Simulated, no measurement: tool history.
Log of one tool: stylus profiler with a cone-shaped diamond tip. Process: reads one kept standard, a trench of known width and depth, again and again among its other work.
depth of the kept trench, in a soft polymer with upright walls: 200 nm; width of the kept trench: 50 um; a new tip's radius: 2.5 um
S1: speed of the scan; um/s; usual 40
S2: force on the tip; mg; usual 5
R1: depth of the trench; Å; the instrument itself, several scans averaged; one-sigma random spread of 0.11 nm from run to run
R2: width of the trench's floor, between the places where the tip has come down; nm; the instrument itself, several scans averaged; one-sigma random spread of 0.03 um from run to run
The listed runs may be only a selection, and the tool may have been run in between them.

Run 1, hour 0: usual settings. Result: R1 2043.8 Å, R2 47780 nm.
Run 2, hour 26: usual settings. Result: R1 2044.4 Å, R2 47790 nm.
Run 3, hour 41.1: usual settings. Result: R1 2042.6 Å, R2 47790 nm.
Run 4, hour 68.9: usual settings but S1 42 um/s. Result: R1 2043.9 Å, R2 47800 nm.
Run 5, hour 94.7: usual settings but S1 42 um/s. Result: R1 2043.8 Å, R2 47770 nm.
Run 6, hour 123.1: usual settings but S1 42 um/s. Result: R1 2042.2 Å, R2 47740 nm.
Run 7, hour 146.8: usual settings but S1 42 um/s. Result: R1 2043.1 Å, R2 47790 nm.
Run 8, hour 171.1: usual settings but S1 42 um/s. Result: R1 2042.6 Å, R2 47770 nm.
Run 9, hour 194: usual settings but S1 42 um/s. Result: R1 2043 Å, R2 47730 nm.
Run 10, hour 222.8: usual settings but S1 42 um/s. Result: R1 2043.6 Å, R2 47740 nm.
Run 11, hour 244.5: usual settings but S1 29 um/s, S2 9.78 mg. Result: R1 2065.4 Å, R2 47750 nm.
Run 12, hour 270.7: usual settings but S2 14.01 mg. Result: R1 2083.2 Å, R2 47810 nm.
Run 13, hour 285.4: usual settings but S1 17 um/s, S2 3.61 mg. Result: R1 2036 Å, R2 47800 nm.
Run 14, hour 313.4: usual settings but S1 81 um/s, S2 14.61 mg. Result: R1 2083.4 Å, R2 47740 nm.

Alternative continuations, all from the tool just after run 14; predict every row:
Run A, hour 333.4: usual settings but S1 51 um/s, S2 4.17 mg. Result: R1 ?, R2 ?.
Run B, hour 333.4: usual settings but S1 101 um/s, S2 7.95 mg. Result: R1 ?, R2 ?.
Run C, hour 333.4: usual settings but S1 12 um/s, S2 2.18 mg. Result: R1 ?, R2 ?.

run      R1     R2
  A  2040.9  47720
  B  2056.5  47630
  C    2025  47800
Stripped of hidden state, with their random variation kept, the same runs would have yielded:
run      R1     R2
  A  2035.7  47920
  B  2051.3  47830
  C  2019.9  48000

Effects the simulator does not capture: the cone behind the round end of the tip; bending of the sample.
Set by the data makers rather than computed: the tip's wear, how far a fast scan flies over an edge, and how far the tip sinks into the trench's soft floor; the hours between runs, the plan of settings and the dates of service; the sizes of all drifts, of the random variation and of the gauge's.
